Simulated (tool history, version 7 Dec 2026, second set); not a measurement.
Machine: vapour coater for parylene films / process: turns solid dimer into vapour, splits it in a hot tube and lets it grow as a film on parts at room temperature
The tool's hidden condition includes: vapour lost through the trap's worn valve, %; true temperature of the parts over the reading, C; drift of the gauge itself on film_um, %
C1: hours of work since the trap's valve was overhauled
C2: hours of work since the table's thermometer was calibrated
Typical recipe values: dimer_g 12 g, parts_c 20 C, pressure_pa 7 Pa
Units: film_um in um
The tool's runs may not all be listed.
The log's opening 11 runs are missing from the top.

Run 12, hour 174.2: usual settings but dimer_g 14 g; C1 374; C2 828. Result: film_um 4.21 um.
Run 13, hour 190: usual settings but pressure_pa 2.87 Pa; C1 387; C2 841. Result: film_um 4.21 um.
Run 14, hour 201.8: usual settings but pressure_pa 2.87 Pa; C1 397; C2 851. Result: film_um 4.19 um.
Run 15, hour 220.3: usual settings but dimer_g 9 g; C1 412; C2 866. Result: film_um 2.67 um.
Run 16, hour 242.6: usual settings but dimer_g 16 g; C1 431; C2 885. Result: film_um 4.76 um.
At hour 253.6: trap's valve overhauled.
Run 17, hour 268.9: usual settings but dimer_g 16 g; C1 13; C2 904. Result: film_um 5.42 um.
Run 18, hour 282: usual settings but dimer_g 15 g, pressure_pa 8.13 Pa; C1 24; C2 915. Result: film_um 4.88 um.
At hour 284.6: table's thermometer calibrated.
Run 19, hour 293.7: usual settings but dimer_g 15 g, pressure_pa 8.13 Pa; C1 33; C2 8. Result: film_um 4.93 um.
Run 20, hour 303.7: usual settings but dimer_g 15 g, pressure_pa 8.13 Pa; C1 41; C2 16. Result: film_um 4.95 um.
Run 21, hour 321.7: usual settings but dimer_g 8 g, parts_c 26 C, pressure_pa 10.98 Pa; C1 57; C2 31. Result: film_um 1.89 um.
Run 22, hour 342.4: usual settings but dimer_g 8 g, parts_c 26 C, pressure_pa 10.98 Pa; C1 74; C2 49. Result: film_um 1.87 um.
Run 23, hour 359.9: usual settings but dimer_g 18 g, parts_c 23 C, pressure_pa 10.98 Pa; C1 89; C2 64. Result: film_um 4.82 um.
Run 24, hour 374.3: usual settings but dimer_g 9 g, parts_c 23 C, pressure_pa 2.48 Pa; C1 101; C2 76. Result: film_um 3.09 um.
Run 25, hour 389: usual settings but dimer_g 13 g, parts_c 19 C, pressure_pa 10.88 Pa; C1 113; C2 88. Result: film_um 4.15 um.
At hour 400.7: table's thermometer calibrated, once more.
Run 26, hour 413.7: usual settings but dimer_g 13 g, parts_c 19 C, pressure_pa 10.88 Pa; C1 133; C2 11. Result: film_um 4.08 um.
Run 27, hour 430.4: usual settings but dimer_g 13 g, parts_c 19 C, pressure_pa 10.88 Pa; C1 148; C2 25. Result: film_um 4.15 um.
Run 28, hour 449.2: usual settings but dimer_g 13 g, parts_c 19 C, pressure_pa 10.88 Pa; C1 163; C2 41. Result: film_um 4.07 um.
Run 29, hour 472.4: usual settings but dimer_g 14 g, parts_c 18 C; C1 183; C2 60. Result: film_um 4.92 um.
Run 30, hour 482.3: usual settings but parts_c 18 C, pressure_pa 6.99 Pa; C1 191; C2 69. Result: film_um 4.18 um.
Run 31, hour 494.3: usual settings but dimer_g 7 g, parts_c 18 C, pressure_pa 11.07 Pa; C1 201; C2 79. Result: film_um 2.25 um.
Run 32, hour 513.5: usual settings but dimer_g 11 g, parts_c 21 C, pressure_pa 3.62 Pa; C1 218; C2 95. Result: film_um 3.68 um.
Run 33, hour 524.4: usual settings but dimer_g 9 g, parts_c 28 C; C1 227; C2 104. Result: film_um 1.9 um.
Run 34, hour 542.1: usual settings but dimer_g 13 g, pressure_pa 2.09 Pa; C1 242; C2 119. Result: film_um 5.01 um.

Below are 3 alternative next runs, each starting from the tool's condition after run 34. Predict each:
Run A, hour 553.5: usual settings but dimer_g 19 g, parts_c 13 C, pressure_pa 7.1 Pa; C1 251; C2 129. Result: film_um ?.
Run B, hour 553.5: usual settings but pressure_pa 2.92 Pa; C1 251; C2 129. Result: film_um ?.
Run C, hour 553.5: usual settings but dimer_g 9 g, parts_c 14 C, pressure_pa 2.09 Pa; C1 251; C2 129. Result: film_um ?.

run  film_um
  A     8.31
  B     4.36
  C     4.63
Take away the tool's hidden state, keep each run's random variation, and the runs would have read:
run  film_um
  A     8.92
  B     4.68
  C     4.96

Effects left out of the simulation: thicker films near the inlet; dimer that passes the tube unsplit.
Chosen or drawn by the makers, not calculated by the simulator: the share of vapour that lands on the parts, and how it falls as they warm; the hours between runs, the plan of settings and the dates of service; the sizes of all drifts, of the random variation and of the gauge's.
